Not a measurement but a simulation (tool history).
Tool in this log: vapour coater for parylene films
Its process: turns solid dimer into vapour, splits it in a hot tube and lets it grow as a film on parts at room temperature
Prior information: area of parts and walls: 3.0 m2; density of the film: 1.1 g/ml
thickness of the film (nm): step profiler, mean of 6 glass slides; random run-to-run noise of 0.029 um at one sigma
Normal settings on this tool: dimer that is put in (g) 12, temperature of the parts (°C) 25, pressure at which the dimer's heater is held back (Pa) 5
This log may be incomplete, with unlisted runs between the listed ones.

run   hour  dimer that is put in (g)  temperature of the parts (°C)  pressure at which the dimer's heater is held back (Pa)  thickness of the film (nm)
  1      0                        12                             25                                                       5                        2580
  2   11.3                        12                             25                                                       5                        2540
  3     27                        12                             35                                                       5                        2120
  4   43.7                        22                             25                                                       5                        4660
  5     51                        22                             25                                                       5                        4640
  6   65.6                        22                             24                                                       5                        4800
  7     76                        20                             25                                                       5                        4190
  8   87.9                        20                             25                                                       5                        4170
  9   97.4                         8                             24                                                       5                        1670
 10  104.7                         8                             24                                                       5                        1670
 11  121.7                         8                             23                                                   11.02                        1490
 12  135.2                         9                             33                                                     4.8                        1630
 13  151.9                         6                             29                                                       5                        1170
 14  167.6                        12                             25                                                    3.44                        2650
 15  184.7                        12                             25                                                    3.44                        2670
 16  201.9                        12                             25                                                    3.44                        2620

Below are 3 alternative next runs, each starting from the tool's condition after run 16. Predict each:
  A  214.5                        11                             36                                                    7.55                           ?
  B  214.5                        19                             25                                                    2.15                           ?
  C  214.5                        12                             21                                                    2.83                           ?

run  thickness of the film (nm)
  A                        1700
  B                        4470
  C                        2930
Take away the tool's hidden state, keep each run's random variation, and the runs would have read:
run  thickness of the film (nm)
  A                        1840
  B                        4840
  C                        3170
